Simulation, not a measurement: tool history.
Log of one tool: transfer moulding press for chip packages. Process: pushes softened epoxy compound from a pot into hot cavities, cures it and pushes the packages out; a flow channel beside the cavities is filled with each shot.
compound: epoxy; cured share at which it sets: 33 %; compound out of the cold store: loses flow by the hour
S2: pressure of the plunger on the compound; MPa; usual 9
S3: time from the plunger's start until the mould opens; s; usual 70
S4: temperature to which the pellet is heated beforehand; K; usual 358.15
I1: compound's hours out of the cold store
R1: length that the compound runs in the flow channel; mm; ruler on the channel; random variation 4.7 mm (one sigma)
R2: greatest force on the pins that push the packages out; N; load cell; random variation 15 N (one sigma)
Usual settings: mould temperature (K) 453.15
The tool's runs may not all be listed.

Run 1, hour 0: usual settings; I1 40.9. Result: R1 800 mm, R2 995 N.
Run 2, hour 6.1: usual settings but S4 356.15 K; I1 20.5. Result: R1 883 mm, R2 1199 N.
At hour 12.8: cavities cleaned with cleaning compound and waxed.
Run 3, hour 16.3: usual settings but mould temperature (K) 451.15; I1 38. Result: R1 822 mm, R2 954 N.
Run 4, hour 26.5: usual settings but mould temperature (K) 451.15; I1 26.5. Result: R1 852 mm, R2 1208 N.
Run 5, hour 34.9: usual settings but S4 357.15 K; I1 47.2. Result: R1 766 mm, R2 1066 N.
At hour 39.4: cavities cleaned with cleaning compound and waxed.
Run 6, hour 44.7: usual settings but S4 357.15 K; I1 31.8. Result: R1 827 mm, R2 890 N.
Run 7, hour 54.1: usual settings but S4 357.15 K; I1 12.9. Result: R1 903 mm, R2 1170 N.
Run 8, hour 59.8: usual settings but S4 357.15 K; I1 44.6. Result: R1 775 mm, R2 1081 N.
At hour 66.5: cavities cleaned with cleaning compound and waxed.
Run 9, hour 67: usual settings but S4 357.15 K; I1 14.3. Result: R1 900 mm, R2 798 N.
Run 10, hour 77.1: usual settings but S4 357.15 K; I1 25.2. Result: R1 844 mm, R2 1011 N.
Run 11, hour 85.5: usual settings but S4 357.15 K; I1 12.6. Result: R1 897 mm, R2 1251 N.
At hour 88.6: mould's thermocouples calibrated.
Run 12, hour 93.6: usual settings but S4 357.15 K; I1 47.4. Result: R1 760 mm, R2 1157 N.
At hour 96: cavities cleaned with cleaning compound and waxed.
Run 13, hour 104.2: usual settings; I1 8.6. Result: R1 916 mm, R2 1103 N.
Run 14, hour 114.6: usual settings but mould temperature (K) 459.15; I1 8.2. Result: R1 904 mm, R2 904 N.
At hour 122.7: cavities cleaned with cleaning compound and waxed.
Run 15, hour 123.1: usual settings but S3 103 s, S4 350.15 K; I1 33. Result: R1 805 mm, R2 466 N.
At hour 134: mould's thermocouples calibrated, once more.
Run 16, hour 134: usual settings but mould temperature (K) 449.15, S2 7.93 MPa, S3 51 s, S4 364.15 K; I1 21.1. Result: R1 812 mm, R2 2457 N.
Run 17, hour 144.9: usual settings but mould temperature (K) 461.15, S2 7.76 MPa, S3 66 s, S4 360.15 K; I1 22. Result: R1 766 mm, R2 871 N.
At hour 151.5: cavities cleaned with cleaning compound and waxed.
Run 18, hour 155.7: usual settings but mould temperature (K) 446.15, S2 7.01 MPa, S3 66 s, S4 360.15 K; I1 37.7. Result: R1 706 mm, R2 1453 N.
Run 19, hour 166.1: usual settings but mould temperature (K) 446.15, S2 7.01 MPa, S3 66 s, S4 360.15 K; I1 41.9. Result: R1 689 mm, R2 1760 N.
Run 20, hour 176.4: usual settings but mould temperature (K) 455.15, S3 87 s; I1 24. Result: R1 833 mm, R2 742 N.
At hour 178.7: cavities cleaned with cleaning compound and waxed.
Run 21, hour 183.7: usual settings but mould temperature (K) 451.15, S3 66 s; I1 15.8. Result: R1 876 mm, R2 1188 N.
Run 22, hour 190.3: usual settings but mould temperature (K) 451.15, S3 66 s; I1 32.2. Result: R1 804 mm, R2 1303 N.
Run 23, hour 201.7: usual settings but mould temperature (K) 451.15, S3 66 s; I1 46. Result: R1 745 mm, R2 1381 N.
At hour 205.3: cavities cleaned with cleaning compound and waxed.
Run 24, hour 208.9: usual settings but S4 368.15 K; I1 9.6. Result: R1 886 mm, R2 877 N.
Run 25, hour 216.3: usual settings but S2 7.05 MPa, S3 68 s; I1 33.2. Result: R1 694 mm, R2 1041 N.
Run 26, hour 222.7: usual settings but S2 7.05 MPa, S3 68 s; I1 11. Result: R1 769 mm, R2 1287 N.
At hour 232.6: cavities cleaned with cleaning compound and waxed.
Run 27, hour 232.6: usual settings but mould temperature (K) 451.15, S2 7.34 MPa, S3 103 s, S4 367.15 K; I1 13.4. Result: R1 777 mm, R2 496 N.
At hour 242.4: plunger's sealing rings changed.
Run 28, hour 243.7: usual settings but mould temperature (K) 451.15, S2 8.49 MPa, S3 106 s, S4 364.15 K; I1 21.8. Result: R1 878 mm, R2 622 N.

Forecast each of these 3 alternatives for the next run:
Run A, hour 253.4: usual settings but S4 357.15 K; I1 45.9. Result: R1 ?, R2 ?.
Run B, hour 253.4: usual settings but mould temperature (K) 461.15, S3 73 s; I1 20.3. Result: R1 ?, R2 ?.
Run C, hour 253.4: usual settings but S3 61 s; I1 31.9. Result: R1 ?, R2 ?.

run   R1    R2
  A  788  1070
  B  880   767
  C  845  1576
Without the tool's hidden state the same runs would have given:
run   R1   R2
  A  791  678
  B  883  494
  C  848  991
